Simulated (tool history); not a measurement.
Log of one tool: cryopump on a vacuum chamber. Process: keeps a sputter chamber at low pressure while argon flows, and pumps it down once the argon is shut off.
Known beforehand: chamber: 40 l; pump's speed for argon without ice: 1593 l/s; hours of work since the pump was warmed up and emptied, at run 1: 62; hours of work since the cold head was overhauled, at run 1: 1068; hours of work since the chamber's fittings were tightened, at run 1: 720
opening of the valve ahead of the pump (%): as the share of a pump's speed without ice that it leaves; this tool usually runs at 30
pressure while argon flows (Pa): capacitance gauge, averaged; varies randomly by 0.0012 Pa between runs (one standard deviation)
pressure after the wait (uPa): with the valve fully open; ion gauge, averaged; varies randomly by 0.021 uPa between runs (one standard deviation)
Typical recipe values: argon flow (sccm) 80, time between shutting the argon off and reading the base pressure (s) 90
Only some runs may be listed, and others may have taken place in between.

run,hour,argon flow (sccm),time between shutting the argon off and reading the base pressure (s),opening of the valve ahead of the pump (%),hours of work since the pump was warmed up and emptied,hours of work since the cold head was overhauled,hours of work since the chamber's fittings were tightened,pressure while argon flows (Pa),pressure after the wait (uPa)
1,0,80,90,30,62,1068,720,0.2847,1.2
2,23.9,80,90,17,81,1088,740,0.5009,1.29
3,40.7,123,90,30,95,1102,754,0.4375,1.28
4,72.1,123,90,30,121,1128,779,0.4394,1.28
5,92.7,80,90,21,138,1145,796,0.4079,1.3
6,113.3,80,90,21,155,1162,813,0.4035,1.35
7,144.9,80,90,21,181,1188,840,0.4106,1.43
8,167,80,90,30,199,1206,858,0.2887,1.43
9,198.4,80,90,30,225,1232,884,0.2877,1.43
10,228.8,80,90,42,250,1257,909,0.2075,1.51
11,247.4,80,90,27,266,1272,924,0.3221,1.52
12,283,80,120,27,295,1302,953,0.3216,1.5
13,303.9,80,120,27,312,1319,971,0.3184,1.5
14,338.5,80,120,27,341,1347,999,0.3224,1.53
15,359,80,120,27,357,1364,1016,0.3222,1.54
16,385.5,80,120,27,379,1386,1038,0.3213,1.53
17,424.5,80,90,25,411,1418,1070,0.3468,1.69
18,444.7,38,90,35,428,1435,1087,0.1191,1.77
19,461.2,38,194,35,442,1449,1100,0.1183,1.54
20,497,47,115,46,471,1478,1130,0.1138,1.68
21,535,80,90,24,503,1509,1161,0.3652,1.78
# hour 562.4: leaking fittings of the chamber tightened, without venting
22,565.3,80,90,24,526,1533,2,0.3653,0.53
23,603.9,73,33,30,558,1565,34,0.2687,1.07
24,640,73,33,30,588,1594,64,0.269,1.07
25,666.9,77,63,26,610,1617,86,0.3253,0.74
26,695.5,80,252,30,633,1640,110,0.2972,0.45
27,725.2,35,65,24,658,1665,134,0.1598,0.77
28,751.7,124,118,30,680,1686,156,0.4622,0.66

Below are 3 alternative next runs, each starting from the tool's condition after run 28. Predict each:
A,784.1,98,288,30,706,1713,183,?,?
B,784.1,124,107,30,706,1713,183,?,?
C,784.1,131,136,37,706,1713,183,?,?

run,pressure while argon flows (Pa),pressure after the wait (uPa)
A,0.3676,0.58
B,0.4583,0.66
C,0.4016,0.62
With no hidden state in the tool, these same runs would have given:
run,pressure while argon flows (Pa),pressure after the wait (uPa)
A,0.3497,0.32
B,0.436,0.4
C,0.3777,0.36
